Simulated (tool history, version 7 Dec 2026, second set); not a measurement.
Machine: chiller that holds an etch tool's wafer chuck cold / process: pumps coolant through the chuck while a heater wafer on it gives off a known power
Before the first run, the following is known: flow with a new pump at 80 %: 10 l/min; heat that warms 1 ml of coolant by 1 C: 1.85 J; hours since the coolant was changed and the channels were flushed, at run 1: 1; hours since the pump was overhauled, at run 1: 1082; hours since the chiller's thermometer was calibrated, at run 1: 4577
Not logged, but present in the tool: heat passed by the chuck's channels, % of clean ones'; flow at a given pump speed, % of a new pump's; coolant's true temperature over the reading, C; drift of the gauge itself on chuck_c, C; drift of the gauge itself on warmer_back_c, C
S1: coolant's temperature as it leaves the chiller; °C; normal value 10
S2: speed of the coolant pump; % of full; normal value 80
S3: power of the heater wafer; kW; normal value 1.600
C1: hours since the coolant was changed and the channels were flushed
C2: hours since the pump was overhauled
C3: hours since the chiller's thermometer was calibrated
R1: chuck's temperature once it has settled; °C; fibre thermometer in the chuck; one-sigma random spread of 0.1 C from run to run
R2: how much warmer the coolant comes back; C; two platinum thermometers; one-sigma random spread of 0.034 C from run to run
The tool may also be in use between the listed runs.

{"run": 1, "hour": 0.0, "S1": 10, "S2": 80, "S3": 1.6, "C1": 1, "C2": 1082, "C3": 4577, "R1": 21.1, "R2": 5.26}
{"run": 2, "hour": 41.0, "S1": 10, "S2": 80, "S3": 1.6, "C1": 42, "C2": 1123, "C3": 4618, "R1": 20.9, "R2": 5.3}
{"run": 3, "hour": 69.3, "S1": 10, "S2": 80, "S3": 1.6, "C1": 70, "C2": 1152, "C3": 4646, "R1": 20.9, "R2": 5.26}
{"run": 4, "hour": 110.5, "S1": 18, "S2": 80, "S3": 1.6, "C1": 112, "C2": 1193, "C3": 4687, "R1": 29.1, "R2": 5.24}
{"run": 5, "hour": 134.7, "S1": 18, "S2": 80, "S3": 1.6, "C1": 136, "C2": 1217, "C3": 4712, "R1": 29.1, "R2": 5.26}
{"run": 6, "hour": 164.5, "S1": 10, "S2": 80, "S3": 1.6, "C1": 166, "C2": 1247, "C3": 4741, "R1": 21.0, "R2": 5.26}
{"run": 7, "hour": 197.3, "S1": 10, "S2": 80, "S3": 1.6, "C1": 198, "C2": 1279, "C3": 4774, "R1": 20.9, "R2": 5.24}
{"run": 8, "hour": 233.1, "S1": 10, "S2": 80, "S3": 1.6, "C1": 234, "C2": 1315, "C3": 4810, "R1": 20.9, "R2": 5.24}
{"run": 9, "hour": 261.6, "S1": 10, "S2": 80, "S3": 1.6, "C1": 263, "C2": 1344, "C3": 4839, "R1": 21.2, "R2": 5.24}
{"run": 10, "hour": 294.1, "S1": 10, "S2": 80, "S3": 1.6, "C1": 295, "C2": 1376, "C3": 4871, "R1": 21.1, "R2": 5.27}
{"run": 11, "hour": 313.6, "S1": 10, "S2": 80, "S3": 1.809, "C1": 315, "C2": 1396, "C3": 4891, "R1": 22.5, "R2": 6.06}
{"run": 12, "hour": 341.1, "S1": 10, "S2": 80, "S3": 1.809, "C1": 342, "C2": 1423, "C3": 4918, "R1": 22.6, "R2": 5.96}
{"run": 13, "hour": 358.6, "S1": 10, "S2": 80, "S3": 1.6, "C1": 360, "C2": 1441, "C3": 4936, "R1": 21.1, "R2": 5.27}
{"run": 14, "hour": 383.3, "S1": 10, "S2": 80, "S3": 1.6, "C1": 384, "C2": 1465, "C3": 4960, "R1": 21.1, "R2": 5.27}
{"run": 15, "hour": 423.8, "S1": 10, "S2": 80, "S3": 1.6, "C1": 425, "C2": 1506, "C3": 5001, "R1": 20.9, "R2": 5.33}
{"run": 16, "hour": 451.5, "S1": 10, "S2": 80, "S3": 1.6, "C1": 453, "C2": 1534, "C3": 5028, "R1": 20.7, "R2": 5.32}
{"run": 17, "hour": 473.3, "S1": 10, "S2": 80, "S3": 1.6, "C1": 474, "C2": 1556, "C3": 5050, "R1": 21.0, "R2": 5.28}
{"run": 18, "hour": 515.5, "S1": 10, "S2": 80, "S3": 1.6, "C1": 516, "C2": 1598, "C3": 5092, "R1": 21.1, "R2": 5.23}
{"hour": 527.9, "done": "chiller's thermometer calibrated"}
{"run": 19, "hour": 537.0, "S1": 5, "S2": 70, "S3": 1.905, "C1": 537, "C2": 1618, "C3": 9, "R1": 20.1, "R2": 7.22}
{"run": 20, "hour": 566.9, "S1": 5, "S2": 70, "S3": 1.905, "C1": 567, "C2": 1648, "C3": 39, "R1": 20.3, "R2": 7.22}
{"run": 21, "hour": 596.7, "S1": 5, "S2": 70, "S3": 1.905, "C1": 597, "C2": 1678, "C3": 69, "R1": 20.0, "R2": 7.24}
{"hour": 603.5, "done": "coolant pump overhauled"}
{"run": 22, "hour": 640.8, "S1": 10, "S2": 92, "S3": 1.6, "C1": 636, "C2": 37, "C3": 108, "R1": 20.6, "R2": 4.59}
{"run": 23, "hour": 674.7, "S1": 4, "S2": 74, "S3": 1.302, "C1": 670, "C2": 71, "C3": 142, "R1": 14.0, "R2": 4.69}
{"run": 24, "hour": 713.6, "S1": 6, "S2": 74, "S3": 1.302, "C1": 709, "C2": 110, "C3": 181, "R1": 16.0, "R2": 4.68}
{"run": 25, "hour": 743.7, "S1": 15, "S2": 65, "S3": 1.671, "C1": 739, "C2": 140, "C3": 211, "R1": 29.1, "R2": 6.91}
{"run": 26, "hour": 773.8, "S1": 15, "S2": 92, "S3": 1.671, "C1": 769, "C2": 170, "C3": 241, "R1": 26.1, "R2": 4.84}
{"run": 27, "hour": 795.0, "S1": 13, "S2": 94, "S3": 1.006, "C1": 790, "C2": 192, "C3": 262, "R1": 19.6, "R2": 2.81}
{"hour": 817.8, "done": "coolant pump overhauled, once more"}
{"run": 28, "hour": 817.8, "S1": 1, "S2": 74, "S3": 0.929, "C1": 808, "C2": 0, "C3": 280, "R1": 8.1, "R2": 3.29}
{"run": 29, "hour": 840.1, "S1": 1, "S2": 74, "S3": 0.929, "C1": 830, "C2": 22, "C3": 302, "R1": 8.1, "R2": 3.31}
{"run": 30, "hour": 861.6, "S1": 1, "S2": 74, "S3": 2.249, "C1": 852, "C2": 44, "C3": 324, "R1": 18.0, "R2": 7.96}
{"run": 31, "hour": 898.4, "S1": 11, "S2": 77, "S3": 1.482, "C1": 888, "C2": 81, "C3": 360, "R1": 22.1, "R2": 4.99}
{"run": 32, "hour": 923.1, "S1": 2, "S2": 80, "S3": 1.6, "C1": 913, "C2": 105, "C3": 385, "R1": 13.6, "R2": 5.17}
{"run": 33, "hour": 948.0, "S1": 2, "S2": 90, "S3": 1.993, "C1": 938, "C2": 130, "C3": 410, "R1": 15.3, "R2": 5.76}

Hidden state at the last listed run before each entry between runs and at the first one after, where it differs:
Runs 18 to 19: chiller's thermometer calibrated (hour 527.9)
  heat passed by the chuck's channels, % of clean ones': 98.4 -> 98.3; coolant's true temperature over the reading, C: -0.47 -> 0.02
  difference, measured minus the result without the unlogged condition, R1: -0.2 -> +0.3 °C; R2: +0.09 -> +0.11 C
Runs 21 to 22: coolant pump overhauled (hour 603.5)
  heat passed by the chuck's channels, % of clean ones': 98.2 -> 98.1; flow at a given pump speed, % of a new pump's: 98.3 -> 97.9
  difference, measured minus the result without the unlogged condition, R1: +0.4 -> +0.3 °C; R2: +0.12 -> +0.10 C
Runs 27 to 28: coolant pump overhauled, once more (hour 817.8)
  flow at a given pump speed, % of a new pump's: 97.7 -> 99.9
  difference, measured minus the result without the unlogged condition, R1: +0.2 -> +0.1 °C; R2: +0.07 -> +0.00 C

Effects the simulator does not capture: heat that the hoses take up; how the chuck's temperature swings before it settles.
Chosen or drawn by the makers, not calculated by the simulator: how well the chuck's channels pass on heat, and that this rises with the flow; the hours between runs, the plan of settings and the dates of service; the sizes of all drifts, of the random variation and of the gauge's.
